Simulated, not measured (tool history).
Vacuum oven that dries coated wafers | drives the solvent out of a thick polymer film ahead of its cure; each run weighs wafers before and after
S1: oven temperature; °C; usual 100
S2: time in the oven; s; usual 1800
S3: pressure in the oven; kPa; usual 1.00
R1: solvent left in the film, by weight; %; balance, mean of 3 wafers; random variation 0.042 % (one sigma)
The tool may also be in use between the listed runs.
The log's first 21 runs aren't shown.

| run | hour | S1 | S2 | S3 | R1 |
|---|---|---|---|---|---|
| 22 | 255.5 | 100 | 1800 | 0.77 | 3.64 |
| 23 | 269.0 | 100 | 1800 | 0.77 | 3.61 |
| 24 | 278.2 | 112 | 1800 | 2.46 | 1.64 |
| 25 | 292.6 | 90 | 1800 | 0.77 | 6.76 |
| 26 | 308.7 | 90 | 1800 | 0.77 | 6.72 |
| 27 | 325.8 | 90 | 1800 | 1.98 | 7.36 |
| 28 | 345.1 | 89 | 1020 | 0.92 | 11.18 |
| 29 | 356.9 | 100 | 1800 | 1.64 | 3.99 |
| 30 | 375.7 | 102 | 1800 | 1.64 | 3.40 |
| 31 | 388.9 | 102 | 1800 | 1.64 | 3.43 |
| 32 | 405.4 | 99 | 1080 | 1.00 | 7.39 |
| 33 | 422.8 | 99 | 1080 | 1.00 | 7.43 |
| 34 | 436.3 | 96 | 1080 | 3.90 | 9.42 |
| 35 | 445.6 | 98 | 1080 | 0.54 | 7.55 |
| 36 | 459.1 | 98 | 1020 | 0.54 | 7.96 |
| 37 | 473.7 | 95 | 1140 | 3.95 | 9.44 |
| 38 | 482.4 | 95 | 1140 | 3.95 | 9.36 |
| 39 | 501.9 | 95 | 1140 | 3.95 | 9.53 |
| 40 | 512.0 | 91 | 1260 | 3.95 | 10.32 |
| 41 | 524.7 | 103 | 2280 | 0.65 | 1.77 |
| 42 | 539.4 | 110 | 2280 | 3.45 | 1.61 |
| 43 | 548.1 | 110 | 2280 | 0.70 | 0.83 |
| 44 | 564.2 | 113 | 1080 | 0.51 | 3.27 |
| 45 | 572.3 | 113 | 1080 | 0.51 | 3.15 |
| 46 | 583.0 | 92 | 1800 | 1.00 | 6.22 |

5 ways to go on from here, each from the tool as it stands after run 46. What would each give?
| A | 600.1 | 100 | 2820 | 2.18 | ? |
| B | 600.1 | 114 | 1800 | 1.35 | ? |
| C | 600.1 | 107 | 2640 | 2.95 | ? |
| D | 600.1 | 100 | 2580 | 1.00 | ? |
| E | 600.1 | 92 | 2820 | 0.71 | ? |

| run | R1 |
|---|---|
| A | 2.18 |
| B | 1.11 |
| C | 1.63 |
| D | 1.95 |
| E | 3.29 |
Without the tool's hidden state the same runs would have given:
| run | R1 |
|---|---|
| A | 2.16 |
| B | 1.09 |
| C | 1.62 |
| D | 1.93 |
| E | 3.26 |

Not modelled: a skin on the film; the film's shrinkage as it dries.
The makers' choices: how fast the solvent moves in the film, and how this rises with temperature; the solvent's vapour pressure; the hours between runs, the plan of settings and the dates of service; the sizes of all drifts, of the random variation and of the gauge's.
